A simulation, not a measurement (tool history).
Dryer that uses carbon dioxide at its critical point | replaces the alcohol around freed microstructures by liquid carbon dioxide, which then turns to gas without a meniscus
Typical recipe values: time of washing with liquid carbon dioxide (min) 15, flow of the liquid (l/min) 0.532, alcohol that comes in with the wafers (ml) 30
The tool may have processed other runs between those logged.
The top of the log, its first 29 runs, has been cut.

| run | hour | time of washing with liquid carbon dioxide (min) | flow of the liquid (l/min) | alcohol that comes in with the wafers (ml) | alcohol left in the vessel before it's heated (ppm by volume) |
|---|---|---|---|---|---|
| 30 | 722.1 | 11 | 0.639 | 21 | 185 |
| 31 | 756.5 | 11 | 0.385 | 23 | 1126 |
| 32 | 776.7 | 17 | 0.816 | 24 | 108 |
| 33 | 812.8 | 17 | 0.816 | 24 | 112 |
| 34 | 846.2 | 17 | 0.816 | 24 | 120 |
| 35 | 873.9 | 23 | 0.36 | 62 | 311 |
| 36 | 893.6 | 15 | 0.408 | 73 | 1104 |
| 37 | 924.4 | 15 | 0.408 | 73 | 1168 |
| 38 | 942 | 10 | 0.591 | 71 | 1258 |
| 39 | 958.7 | 17 | 0.628 | 30 | 154 |
| 40 | 993.5 | 12 | 0.392 | 83 | 3709 |
| 41 | 1011.4 | 22 | 0.433 | 83 | 286 |
| 42 | 1042.2 | 22 | 0.433 | 83 | 306 |
|  | 1056.1 | inlet filter changed |
| 43 | 1069.3 | 22 | 0.433 | 83 | 218 |

What if the next run were any one of these 3? Each begins from the tool's condition after run 43:
| A | 1095.4 | 13 | 0.538 | 83 | ? |
| B | 1095.4 | 14 | 0.39 | 31 | ? |
| C | 1095.4 | 14 | 0.455 | 83 | ? |

| run | alcohol left in the vessel before it's heated (ppm by volume) |
|---|---|
| A | 529 |
| B | 659 |
| C | 783 |
Take away the tool's hidden state, keep each run's random variation, and the runs would have read:
| run | alcohol left in the vessel before it's heated (ppm by volume) |
|---|---|
| A | 327 |
| B | 455 |
| C | 564 |

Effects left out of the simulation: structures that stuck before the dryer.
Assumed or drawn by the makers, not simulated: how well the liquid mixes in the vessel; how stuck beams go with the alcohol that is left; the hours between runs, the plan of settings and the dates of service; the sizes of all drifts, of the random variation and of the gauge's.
